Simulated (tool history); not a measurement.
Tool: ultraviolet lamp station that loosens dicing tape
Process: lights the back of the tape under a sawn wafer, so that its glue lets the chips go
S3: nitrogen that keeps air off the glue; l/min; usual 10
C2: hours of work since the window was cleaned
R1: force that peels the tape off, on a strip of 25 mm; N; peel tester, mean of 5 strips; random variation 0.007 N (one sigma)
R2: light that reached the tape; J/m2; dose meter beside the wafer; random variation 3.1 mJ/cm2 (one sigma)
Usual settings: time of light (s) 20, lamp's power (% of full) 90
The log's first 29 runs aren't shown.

{"run": 30, "hour": 431.1, "time of light (s)": 20, "lamp's power (% of full)": 68, "S3": 5, "hours of work of the lamp": 760, "C2": 194, "R1": 1.585, "R2": 2460}
{"run": 31, "hour": 445.0, "time of light (s)": 23, "lamp's power (% of full)": 85, "S3": 9, "hours of work of the lamp": 770, "C2": 204, "R1": 0.487, "R2": 3450}
{"run": 32, "hour": 459.0, "time of light (s)": 34, "lamp's power (% of full)": 69, "S3": 5, "hours of work of the lamp": 780, "C2": 214, "R1": 0.53, "R2": 4110}
{"run": 33, "hour": 470.4, "time of light (s)": 34, "lamp's power (% of full)": 93, "S3": 4, "hours of work of the lamp": 789, "C2": 223, "R1": 0.344, "R2": 5560}
{"run": 34, "hour": 480.6, "time of light (s)": 21, "lamp's power (% of full)": 67, "S3": 14, "hours of work of the lamp": 796, "C2": 230, "R1": 0.808, "R2": 2460}
{"run": 35, "hour": 492.4, "time of light (s)": 21, "lamp's power (% of full)": 74, "S3": 9, "hours of work of the lamp": 805, "C2": 239, "R1": 0.828, "R2": 2640}
{"run": 36, "hour": 502.6, "time of light (s)": 21, "lamp's power (% of full)": 90, "S3": 8, "hours of work of the lamp": 812, "C2": 246, "R1": 0.628, "R2": 3270}
{"run": 37, "hour": 517.4, "time of light (s)": 21, "lamp's power (% of full)": 90, "S3": 8, "hours of work of the lamp": 823, "C2": 257, "R1": 0.646, "R2": 3240}
{"run": 38, "hour": 535.5, "time of light (s)": 21, "lamp's power (% of full)": 90, "S3": 8, "hours of work of the lamp": 836, "C2": 270, "R1": 0.659, "R2": 3220}
{"hour": 540.0, "done": "window cleaned of glue's vapour"}
{"run": 39, "hour": 549.1, "time of light (s)": 20, "lamp's power (% of full)": 91, "S3": 10, "hours of work of the lamp": 846, "C2": 7, "R1": 0.51, "R2": 3350}
{"run": 40, "hour": 567.9, "time of light (s)": 35, "lamp's power (% of full)": 90, "S3": 11, "hours of work of the lamp": 860, "C2": 20, "R1": 0.182, "R2": 5820}
{"run": 41, "hour": 584.1, "time of light (s)": 20, "lamp's power (% of full)": 90, "S3": 5, "hours of work of the lamp": 872, "C2": 32, "R1": 0.91, "R2": 3300}
{"run": 42, "hour": 595.2, "time of light (s)": 24, "lamp's power (% of full)": 74, "S3": 8, "hours of work of the lamp": 880, "C2": 40, "R1": 0.652, "R2": 3190}

Forecast each of these 5 alternatives for the next run:
{"run": "A", "hour": 611.1, "time of light (s)": 13, "lamp's power (% of full)": 86, "S3": 8, "hours of work of the lamp": 891, "C2": 52, "R1": "?", "R2": "?"}
{"run": "B", "hour": 611.1, "time of light (s)": 11, "lamp's power (% of full)": 90, "S3": 10, "hours of work of the lamp": 891, "C2": 52, "R1": "?", "R2": "?"}
{"run": "C", "hour": 611.1, "time of light (s)": 38, "lamp's power (% of full)": 75, "S3": 5, "hours of work of the lamp": 891, "C2": 52, "R1": "?", "R2": "?"}
{"run": "D", "hour": 611.1, "time of light (s)": 20, "lamp's power (% of full)": 90, "S3": 4, "hours of work of the lamp": 891, "C2": 52, "R1": "?", "R2": "?"}
{"run": "E", "hour": 611.1, "time of light (s)": 12, "lamp's power (% of full)": 94, "S3": 8, "hours of work of the lamp": 891, "C2": 52, "R1": "?", "R2": "?"}

run=A R1=1.614 R2=1990
run=B R1=1.672 R2=1780
run=C R1=0.355 R2=5090
run=D R1=1.057 R2=3170
run=E R1=1.546 R2=1990
Without the tool's hidden state the same runs would have given:
run=A R1=0.785 R2=2970
run=B R1=0.836 R2=2640
run=C R1=0.186 R2=7570
run=D R1=0.466 R2=4740
run=E R1=0.750 R2=2970

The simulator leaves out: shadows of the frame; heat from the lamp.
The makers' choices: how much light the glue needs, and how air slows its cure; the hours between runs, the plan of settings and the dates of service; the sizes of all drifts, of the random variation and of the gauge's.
